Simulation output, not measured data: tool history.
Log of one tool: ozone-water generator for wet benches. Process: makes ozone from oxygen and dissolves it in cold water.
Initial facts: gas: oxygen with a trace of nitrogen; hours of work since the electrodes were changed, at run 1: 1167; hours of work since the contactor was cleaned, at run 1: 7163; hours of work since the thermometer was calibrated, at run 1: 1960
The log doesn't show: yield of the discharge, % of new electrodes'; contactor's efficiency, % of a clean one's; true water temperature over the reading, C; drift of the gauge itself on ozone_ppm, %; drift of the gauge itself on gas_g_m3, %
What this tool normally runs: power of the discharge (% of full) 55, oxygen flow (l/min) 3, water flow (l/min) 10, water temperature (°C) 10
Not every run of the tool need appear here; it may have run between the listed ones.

run,hour,power of the discharge (% of full),oxygen flow (l/min),water flow (l/min),water temperature (°C),hours of work since the electrodes were changed,hours of work since the contactor was cleaned,hours of work since the thermometer was calibrated,dissolved ozone (ppm),ozone in the gas ahead of the water (g/m3)
1,0,55,3,10,10,1167,7163,1960,17.3,165
2,102.6,55,3,10,10,1256,7252,2048,17.5,167.3
3,181.7,58,3,10,10,1324,7320,2117,18.1,172.5
4,255.9,58,3,10,10,1388,7384,2181,17.9,173.6
5,372,58,3,10,10,1488,7484,2281,17.9,172.9
6,466.7,58,3,10,10,1570,7566,2363,18,172.7
7,559.1,58,3,10,12,1650,7646,2442,17.5,172.4
8,684.1,46,3,10,10,1757,7754,2550,15.3,145.8
9,743.5,55,4.83,10,10,1809,7805,2601,18.4,137.6
10,840.5,55,3,10,10,1893,7889,2685,17.2,169.2
11,916.4,55,3,10,10,1958,7954,2751,17,167.3
12,1027.6,55,3,10,10,2054,8050,2847,17.1,166
# hour 1120.4: water thermometer calibrated
13,1145.5,55,3,10,10,2155,8151,22,17,167.9
14,1268.5,55,3,10,10,2261,8257,128,17,169.2
15,1390.8,55,3,10,14,2367,8363,233,16.3,168.3
16,1485.5,55,3,10,14,2449,8445,315,16.1,168.7
17,1599.6,55,3,10,14,2547,8543,413,16.3,167.7
18,1695.5,55,3,10,14,2630,8626,496,16.4,168.5
19,1820,92,1.84,7,9,2737,8733,604,32.7,299.7
20,1905.1,94,3,10,8,2811,8807,677,26.5,253.2
21,2020.7,58,1.87,8,14,2910,8907,777,18.9,210.2
22,2161.3,79,3.22,14,10,3032,9028,898,16.5,215.9
23,2243.5,44,3.03,15,5,3103,9099,969,10.1,142.7
24,2382.5,54,5.13,16,5,3223,9219,1089,12.7,135.4
25,2510.3,55,3,10,7,3333,9329,1199,18.2,170.1
26,2584.6,55,3,10,7,3397,9393,1263,17.5,169
27,2724.2,55,3,10,7,3517,9514,1384,18.2,169
28,2807.1,55,3,10,7,3589,9585,1455,17.7,171.4
29,2900.2,55,3,12,10,3669,9665,1536,14.5,170.3
# hour 3041.2: contactor cleaned
30,3041.2,45,4.42,12,10,3788,0,1654,13.1,125
# hour 3142.3: gauge calibrated
31,3176,45,4.42,12,10,3904,116,1770,13.2,122.5
32,3291.2,58,4.42,12,12,4003,216,1870,15.6,147.2

Some steps in ozone in the gas ahead of the water (g/m3) between neighbouring runs. How much of each would the tool show without its hidden state too (settings, what came in, random variation), and how much is left for the hidden state, with any gauge scatter that isn't in both results?
Run 18 -> 19: power of the discharge (% of full) 55 -> 92, oxygen flow (l/min) 3 -> 1.84, water flow (l/min) 10 -> 7, water temperature (°C) 14 -> 9. ozone in the gas ahead of the water (g/m3) +131.2: hidden state +2.3, all else +128.9.
Run 19 -> 20: power of the discharge (% of full) 92 -> 94, oxygen flow (l/min) 1.84 -> 3, water flow (l/min) 7 -> 10, water temperature (°C) 9 -> 8. ozone in the gas ahead of the water (g/m3) -46.5: hidden state -0.6, all else -45.9.
Run 22 -> 23: power of the discharge (% of full) 79 -> 44, oxygen flow (l/min) 3.22 -> 3.03, water flow (l/min) 14 -> 15, water temperature (°C) 10 -> 5. ozone in the gas ahead of the water (g/m3) -73.2: hidden state -1.4, all else -71.8.
Run 30 -> 31: gauge calibrated. ozone in the gas ahead of the water (g/m3) -2.5: hidden state -3.5, all else +1.
